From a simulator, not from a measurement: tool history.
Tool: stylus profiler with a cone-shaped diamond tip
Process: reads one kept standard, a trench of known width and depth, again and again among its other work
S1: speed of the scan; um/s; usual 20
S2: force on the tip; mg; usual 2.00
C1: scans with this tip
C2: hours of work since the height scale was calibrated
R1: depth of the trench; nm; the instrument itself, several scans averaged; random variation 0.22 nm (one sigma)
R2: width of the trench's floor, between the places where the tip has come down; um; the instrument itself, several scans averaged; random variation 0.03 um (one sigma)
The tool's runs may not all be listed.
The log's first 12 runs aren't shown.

| run | hour | S1 | S2 | C1 | C2 | R1 | R2 |
|---|---|---|---|---|---|---|---|
| 13 | 250.3 | 6 | 2.00 | 4471 | 604 | 1001.60 | 94.69 |
| 14 | 278.2 | 6 | 2.00 | 4629 | 625 | 1001.78 | 94.64 |
|  | 281.1 | height scale calibrated on a step standard |
| 15 | 307.1 | 6 | 2.00 | 4789 | 20 | 1000.05 | 94.65 |
| 16 | 321.8 | 20 | 2.00 | 4872 | 31 | 999.69 | 94.58 |
| 17 | 334.9 | 20 | 2.00 | 4946 | 41 | 999.89 | 94.53 |
| 18 | 351.3 | 20 | 2.00 | 5038 | 54 | 999.81 | 94.51 |
| 19 | 374.8 | 5 | 0.72 | 5171 | 71 | 997.30 | 94.57 |
| 20 | 400.9 | 13 | 1.09 | 5318 | 91 | 998.00 | 94.44 |
| 21 | 424.7 | 13 | 1.09 | 5453 | 110 | 997.99 | 94.34 |
|  | 447.9 | height scale calibrated on a step standard, once more |
| 22 | 453.1 | 55 | 4.72 | 5610 | 4 | 1008.33 | 94.19 |
| 23 | 475.4 | 55 | 4.72 | 5736 | 21 | 1007.92 | 94.22 |
| 24 | 492.3 | 17 | 3.40 | 5831 | 34 | 1006.49 | 94.36 |
| 25 | 509.1 | 6 | 5.92 | 5926 | 47 | 1009.90 | 94.39 |
| 26 | 521.8 | 50 | 3.74 | 5997 | 56 | 1006.71 | 94.18 |
| 27 | 539.1 | 50 | 3.74 | 6095 | 70 | 1006.47 | 94.15 |
| 28 | 559.5 | 50 | 3.74 | 6210 | 85 | 1007.38 | 94.11 |
| 29 | 587.9 | 18 | 2.99 | 6370 | 107 | 1005.50 | 94.19 |
| 30 | 609.7 | 20 | 4.12 | 6493 | 123 | 1007.67 | 94.15 |
| 31 | 622.5 | 20 | 4.12 | 6566 | 133 | 1006.94 | 94.17 |
| 32 | 638.8 | 16 | 2.00 | 6657 | 145 | 1004.22 | 94.21 |
| 33 | 664.6 | 12 | 3.20 | 6803 | 165 | 1005.58 | 94.21 |
| 34 | 684.2 | 37 | 2.00 | 6914 | 180 | 1004.04 | 93.96 |

5 ways to go on from here, each from the tool as it stands after run 34. What would each give?
| A | 698.6 | 18 | 3.19 | 6995 | 191 | ? | ? |
| B | 698.6 | 22 | 2.00 | 6995 | 191 | ? | ? |
| C | 698.6 | 10 | 0.76 | 6995 | 191 | ? | ? |
| D | 698.6 | 79 | 2.00 | 6995 | 191 | ? | ? |
| E | 698.6 | 36 | 1.29 | 6995 | 191 | ? | ? |

| run | R1 | R2 |
|---|---|---|
| A | 1005.49 | 94.05 |
| B | 1003.86 | 94.00 |
| C | 1001.35 | 93.99 |
| D | 1003.88 | 93.64 |
| E | 1002.07 | 93.86 |
Without the tool's hidden state the same runs would have given:
| run | R1 | R2 |
|---|---|---|
| A | 1006.60 | 95.90 |
| B | 1004.96 | 95.85 |
| C | 1002.45 | 95.84 |
| D | 1004.98 | 95.49 |
| E | 1003.17 | 95.71 |

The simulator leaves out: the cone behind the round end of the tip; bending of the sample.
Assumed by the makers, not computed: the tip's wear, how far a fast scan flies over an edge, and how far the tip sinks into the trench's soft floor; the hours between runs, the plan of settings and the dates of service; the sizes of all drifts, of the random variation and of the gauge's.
